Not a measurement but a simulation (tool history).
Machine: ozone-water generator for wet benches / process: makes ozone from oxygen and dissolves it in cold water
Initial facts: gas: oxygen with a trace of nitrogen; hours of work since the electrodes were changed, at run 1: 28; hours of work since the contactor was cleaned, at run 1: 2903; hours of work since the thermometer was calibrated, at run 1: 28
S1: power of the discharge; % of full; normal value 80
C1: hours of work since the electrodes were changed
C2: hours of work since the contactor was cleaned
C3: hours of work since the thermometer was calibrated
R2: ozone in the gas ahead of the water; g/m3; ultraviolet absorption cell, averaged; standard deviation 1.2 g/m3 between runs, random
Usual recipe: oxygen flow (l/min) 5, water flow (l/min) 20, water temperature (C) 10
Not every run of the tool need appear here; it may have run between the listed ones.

run 1 hour=0 | S1=80 oxygen_flow_(l/min)=5 water_flow_(l/min)=20 water_temperature_(C)=10 | C1=28 C2=2903 C3=28 | dissolved_ozone_(ppm)=27.9 R2=225.5
run 2 hour=92.5 | S1=80 oxygen_flow_(l/min)=5 water_flow_(l/min)=20 water_temperature_(C)=10 | C1=110 C2=2986 C3=110 | dissolved_ozone_(ppm)=27.9 R2=224.5
run 3 hour=189.8 | S1=80 oxygen_flow_(l/min)=5 water_flow_(l/min)=15 water_temperature_(C)=10 | C1=197 C2=3072 C3=197 | dissolved_ozone_(ppm)=34.4 R2=224.7
run 4 hour=282.5 | S1=80 oxygen_flow_(l/min)=5 water_flow_(l/min)=15 water_temperature_(C)=10 | C1=280 C2=3155 C3=280 | dissolved_ozone_(ppm)=34.8 R2=225.8
run 5 hour=402.1 | S1=88 oxygen_flow_(l/min)=5 water_flow_(l/min)=20 water_temperature_(C)=10 | C1=387 C2=3262 C3=387 | dissolved_ozone_(ppm)=30 R2=244.1
run 6 hour=465.1 | S1=88 oxygen_flow_(l/min)=5 water_flow_(l/min)=20 water_temperature_(C)=10 | C1=443 C2=3318 C3=443 | dissolved_ozone_(ppm)=30.2 R2=243.7
run 7 hour=525.9 | S1=88 oxygen_flow_(l/min)=5 water_flow_(l/min)=20 water_temperature_(C)=10 | C1=497 C2=3372 C3=497 | dissolved_ozone_(ppm)=30.3 R2=243.1
run 8 hour=625.6 | S1=80 oxygen_flow_(l/min)=5 water_flow_(l/min)=20 water_temperature_(C)=9 | C1=586 C2=3461 C3=586 | dissolved_ozone_(ppm)=27.8 R2=220.3
run 9 hour=730.2 | S1=80 oxygen_flow_(l/min)=5 water_flow_(l/min)=20 water_temperature_(C)=9 | C1=679 C2=3555 C3=679 | dissolved_ozone_(ppm)=27.6 R2=221.6
run 10 hour=828.2 | S1=80 oxygen_flow_(l/min)=5 water_flow_(l/min)=20 water_temperature_(C)=9 | C1=767 C2=3642 C3=767 | dissolved_ozone_(ppm)=27.8 R2=220
run 11 hour=922.8 | S1=80 oxygen_flow_(l/min)=5 water_flow_(l/min)=29 water_temperature_(C)=9 | C1=851 C2=3727 C3=851 | dissolved_ozone_(ppm)=20.5 R2=217.4
-- hour=951 contactor cleaned
run 12 hour=1040.7 | S1=80 oxygen_flow_(l/min)=5 water_flow_(l/min)=29 water_temperature_(C)=9 | C1=953 C2=80 C3=953 | dissolved_ozone_(ppm)=19.7 R2=218.5
run 13 hour=1098.4 | S1=57 oxygen_flow_(l/min)=5 water_flow_(l/min)=20 water_temperature_(C)=10 | C1=1004 C2=132 C3=1004 | dissolved_ozone_(ppm)=19.6 R2=160
run 14 hour=1165.6 | S1=80 oxygen_flow_(l/min)=5 water_flow_(l/min)=20 water_temperature_(C)=10 | C1=1064 C2=192 C3=1064 | dissolved_ozone_(ppm)=26.5 R2=218.8
run 15 hour=1300.6 | S1=80 oxygen_flow_(l/min)=5 water_flow_(l/min)=18 water_temperature_(C)=10 | C1=1185 C2=312 C3=1185 | dissolved_ozone_(ppm)=28.6 R2=217.8
run 16 hour=1358.6 | S1=80 oxygen_flow_(l/min)=5 water_flow_(l/min)=20 water_temperature_(C)=10 | C1=1236 C2=364 C3=1236 | dissolved_ozone_(ppm)=26.1 R2=216.5
run 17 hour=1441.3 | S1=80 oxygen_flow_(l/min)=5 water_flow_(l/min)=20 water_temperature_(C)=10 | C1=1310 C2=438 C3=1310 | dissolved_ozone_(ppm)=26.3 R2=215.3
-- hour=1521.4 contactor cleaned, once more
run 18 hour=1568.1 | S1=80 oxygen_flow_(l/min)=5 water_flow_(l/min)=20 water_temperature_(C)=10 | C1=1420 C2=42 C3=1420 | dissolved_ozone_(ppm)=28 R2=217
run 19 hour=1690.2 | S1=80 oxygen_flow_(l/min)=5 water_flow_(l/min)=20 water_temperature_(C)=10 | C1=1529 C2=151 C3=1529 | dissolved_ozone_(ppm)=27.3 R2=215.6
run 20 hour=1779.8 | S1=67 oxygen_flow_(l/min)=5 water_flow_(l/min)=20 water_temperature_(C)=17 | C1=1609 C2=231 C3=1609 | dissolved_ozone_(ppm)=21.9 R2=184.1
run 21 hour=1890.2 | S1=71 oxygen_flow_(l/min)=5 water_flow_(l/min)=20 water_temperature_(C)=17 | C1=1707 C2=329 C3=1707 | dissolved_ozone_(ppm)=22.5 R2=191.4
run 22 hour=1971.9 | S1=71 oxygen_flow_(l/min)=5 water_flow_(l/min)=20 water_temperature_(C)=17 | C1=1780 C2=402 C3=1780 | dissolved_ozone_(ppm)=22.6 R2=191.7
run 23 hour=2088.2 | S1=71 oxygen_flow_(l/min)=5 water_flow_(l/min)=20 water_temperature_(C)=17 | C1=1884 C2=506 C3=1884 | dissolved_ozone_(ppm)=22.4 R2=190.9
run 24 hour=2162.3 | S1=66 oxygen_flow_(l/min)=3.95 water_flow_(l/min)=29 water_temperature_(C)=15 | C1=1950 C2=572 C3=1950 | dissolved_ozone_(ppm)=16 R2=211.5
run 25 hour=2284.2 | S1=80 oxygen_flow_(l/min)=4.33 water_flow_(l/min)=20 water_temperature_(C)=10 | C1=2059 C2=681 C3=2059 | dissolved_ozone_(ppm)=27.6 R2=233.2
run 26 hour=2398.6 | S1=80 oxygen_flow_(l/min)=4.33 water_flow_(l/min)=19 water_temperature_(C)=7 | C1=2161 C2=783 C3=2161 | dissolved_ozone_(ppm)=29.6 R2=234.9
run 27 hour=2503.3 | S1=97 oxygen_flow_(l/min)=7.77 water_flow_(l/min)=20 water_temperature_(C)=5 | C1=2254 C2=876 C3=2254 | dissolved_ozone_(ppm)=32.9 R2=185.7
run 28 hour=2581.1 | S1=88 oxygen_flow_(l/min)=2.67 water_flow_(l/min)=14 water_temperature_(C)=5 | C1=2324 C2=946 C3=2324 | dissolved_ozone_(ppm)=41.7 R2=352.9
run 29 hour=2688 | S1=88 oxygen_flow_(l/min)=2.67 water_flow_(l/min)=14 water_temperature_(C)=5 | C1=2419 C2=1041 C3=2419 | dissolved_ozone_(ppm)=41.5 R2=351.7
run 30 hour=2776.3 | S1=71 oxygen_flow_(l/min)=4.29 water_flow_(l/min)=29 water_temperature_(C)=6 | C1=2498 C2=1120 C3=2498 | dissolved_ozone_(ppm)=18.4 R2=209.1
run 31 hour=2874.9 | S1=70 oxygen_flow_(l/min)=8.02 water_flow_(l/min)=13 water_temperature_(C)=8 | C1=2586 C2=1208 C3=2586 | dissolved_ozone_(ppm)=29.5 R2=135.1
run 32 hour=2992.1 | S1=70 oxygen_flow_(l/min)=8.02 water_flow_(l/min)=13 water_temperature_(C)=8 | C1=2690 C2=1312 C3=2690 | dissolved_ozone_(ppm)=29.5 R2=132.2
run 33 hour=3108.8 | S1=70 oxygen_flow_(l/min)=8.02 water_flow_(l/min)=13 water_temperature_(C)=8 | C1=2795 C2=1416 C3=2795 | dissolved_ozone_(ppm)=29.4 R2=133.2
run 34 hour=3212 | S1=88 oxygen_flow_(l/min)=7.03 water_flow_(l/min)=27 water_temperature_(C)=8 | C1=2887 C2=1508 C3=2887 | dissolved_ozone_(ppm)=22.2 R2=176.9

Here are 3 independent what-if runs from the current tool condition. What would each one return?
run A hour=3308.8 | S1=88 oxygen_flow_(l/min)=4.97 water_flow_(l/min)=31 water_temperature_(C)=15 | C1=2973 C2=1595 C3=2973 | dissolved_ozone_(ppm)=? R2=?
run B hour=3308.8 | S1=88 oxygen_flow_(l/min)=7.03 water_flow_(l/min)=27 water_temperature_(C)=17 | C1=2973 C2=1595 C3=2973 | dissolved_ozone_(ppm)=? R2=?
run C hour=3308.8 | S1=77 oxygen_flow_(l/min)=7.03 water_flow_(l/min)=27 water_temperature_(C)=13 | C1=2973 C2=1595 C3=2973 | dissolved_ozone_(ppm)=? R2=?

run=A dissolved_ozone_(ppm)=18.8 R2=224
run=B dissolved_ozone_(ppm)=19.9 R2=175.7
run=C dissolved_ozone_(ppm)=18.9 R2=156.7
Stripped of hidden state, with their random variation kept, the same runs would have yielded:
run=A dissolved_ozone_(ppm)=21.1 R2=245.4
run=B dissolved_ozone_(ppm)=22.4 R2=192.5
run=C dissolved_ozone_(ppm)=21.1 R2=170.1
